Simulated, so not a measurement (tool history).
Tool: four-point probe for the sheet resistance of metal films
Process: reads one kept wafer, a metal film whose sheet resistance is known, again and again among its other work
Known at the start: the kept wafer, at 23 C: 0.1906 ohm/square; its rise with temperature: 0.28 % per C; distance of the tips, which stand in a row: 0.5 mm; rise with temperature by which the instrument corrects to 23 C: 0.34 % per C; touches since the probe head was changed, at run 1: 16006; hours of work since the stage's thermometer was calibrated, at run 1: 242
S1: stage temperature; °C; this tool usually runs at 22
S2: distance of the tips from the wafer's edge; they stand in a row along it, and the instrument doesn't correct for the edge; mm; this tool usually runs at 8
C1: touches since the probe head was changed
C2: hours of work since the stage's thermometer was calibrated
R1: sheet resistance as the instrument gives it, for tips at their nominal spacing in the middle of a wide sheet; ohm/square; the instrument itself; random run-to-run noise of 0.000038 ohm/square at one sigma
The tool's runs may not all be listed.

run	day	S1	S2	C1	C2	R1
1	0	22	8	16006	242	0.190244
2	0.908	22	15	17188	255	0.190011
3	1.579	22	15	18064	265	0.189925
4	2.196	22	15	18867	274	0.190042
5	3.15	22	15	20113	289	0.190084
6	3.725	22	50	20862	297	0.18999
7	4.604	22	50	22005	310	0.189918
8	5.146	22	50	22714	318	0.189898
9	5.921	22	11	23720	330	0.190141
10	6.775	22	11	24835	342	0.190178
11	7.6	21	8	25910	355	0.190458
12	8.4	22	13	26953	366	0.190194
13	9.204	22	13	27999	378	0.19014
14	9.967	22	13	28993	390	0.190201
15	10.833	22	13	30125	403	0.190189
16	11.479	22	13	30964	412	0.190243
17	12.25	22	13	31968	424	0.190282
18	12.846	22	13	32748	432	0.190256
19	13.508	22	8	33610	442	0.190554
# day 13.617: stage's thermometer calibrated
20	14.5	22	8	34874	13	0.190476
21	15.192	22	8	35774	23	0.190527
22	15.783	22	8	36547	32	0.190548
# day 16.442: stage's thermometer calibrated, once more
23	16.762	22	25	37796	5	0.190259
24	17.396	23	5	38623	14	0.191175
25	17.988	22	50	39394	23	0.190241
26	18.9	20	8	40581	36	0.190899
27	19.475	20	8	41334	45	0.190865
28	20.208	20	8	42289	56	0.190865

Run 29 is up next; what results do you expect?
29	20.933	28	35	43232	67	?

{"run 29": {"R1": 0.189643}}
Had the tool carried no hidden state, the very same run would have given R1 0.19006 ohm/square.
